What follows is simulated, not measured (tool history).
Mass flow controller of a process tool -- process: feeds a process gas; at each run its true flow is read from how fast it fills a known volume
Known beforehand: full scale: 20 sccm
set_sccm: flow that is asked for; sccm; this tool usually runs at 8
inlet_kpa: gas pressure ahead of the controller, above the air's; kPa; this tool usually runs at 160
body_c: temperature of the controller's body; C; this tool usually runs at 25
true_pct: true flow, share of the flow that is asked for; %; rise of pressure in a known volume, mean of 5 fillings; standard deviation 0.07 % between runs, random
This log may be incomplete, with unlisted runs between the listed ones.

{"run": 1, "hour": 0.0, "set_sccm": 8, "inlet_kpa": 160, "body_c": 25, "true_pct": 98.95}
{"run": 2, "hour": 233.8, "set_sccm": 8, "inlet_kpa": 160, "body_c": 25, "true_pct": 99.02}
{"run": 3, "hour": 431.3, "set_sccm": 8, "inlet_kpa": 160, "body_c": 25, "true_pct": 99.06}
{"run": 4, "hour": 664.1, "set_sccm": 8, "inlet_kpa": 160, "body_c": 25, "true_pct": 99.23}
{"run": 5, "hour": 831.9, "set_sccm": 17, "inlet_kpa": 160, "body_c": 25, "true_pct": 100.06}
{"run": 6, "hour": 1012.0, "set_sccm": 19, "inlet_kpa": 160, "body_c": 25, "true_pct": 100.39}
{"run": 7, "hour": 1122.7, "set_sccm": 19, "inlet_kpa": 160, "body_c": 25, "true_pct": 100.48}
{"run": 8, "hour": 1232.3, "set_sccm": 19, "inlet_kpa": 160, "body_c": 25, "true_pct": 100.57}
{"run": 9, "hour": 1476.6, "set_sccm": 19, "inlet_kpa": 160, "body_c": 25, "true_pct": 100.59}
{"run": 10, "hour": 1718.7, "set_sccm": 8, "inlet_kpa": 181, "body_c": 25, "true_pct": 99.6}
{"run": 11, "hour": 1920.9, "set_sccm": 8, "inlet_kpa": 181, "body_c": 25, "true_pct": 99.65}
{"run": 12, "hour": 2051.3, "set_sccm": 8, "inlet_kpa": 181, "body_c": 26, "true_pct": 99.69}
{"run": 13, "hour": 2200.3, "set_sccm": 8, "inlet_kpa": 181, "body_c": 26, "true_pct": 99.69}
{"run": 14, "hour": 2406.7, "set_sccm": 8, "inlet_kpa": 181, "body_c": 26, "true_pct": 100}
{"run": 15, "hour": 2620.0, "set_sccm": 8, "inlet_kpa": 147, "body_c": 25, "true_pct": 100.07}
{"run": 16, "hour": 2826.3, "set_sccm": 8, "inlet_kpa": 160, "body_c": 40, "true_pct": 101.47}
{"run": 17, "hour": 2942.9, "set_sccm": 8, "inlet_kpa": 160, "body_c": 40, "true_pct": 101.5}
{"run": 18, "hour": 3121.5, "set_sccm": 2, "inlet_kpa": 160, "body_c": 24, "true_pct": 99.44}
{"run": 19, "hour": 3291.2, "set_sccm": 4, "inlet_kpa": 213, "body_c": 23, "true_pct": 99.2}

Run 20 is up next; what results do you expect?
{"run": 20, "hour": 3515.9, "set_sccm": 3, "inlet_kpa": 204, "body_c": 37, "true_pct": "?"}

Run 20 produced true_pct 100.76 %.
Minus the tool's unlogged condition, the same run would have read true_pct 99.47 %.
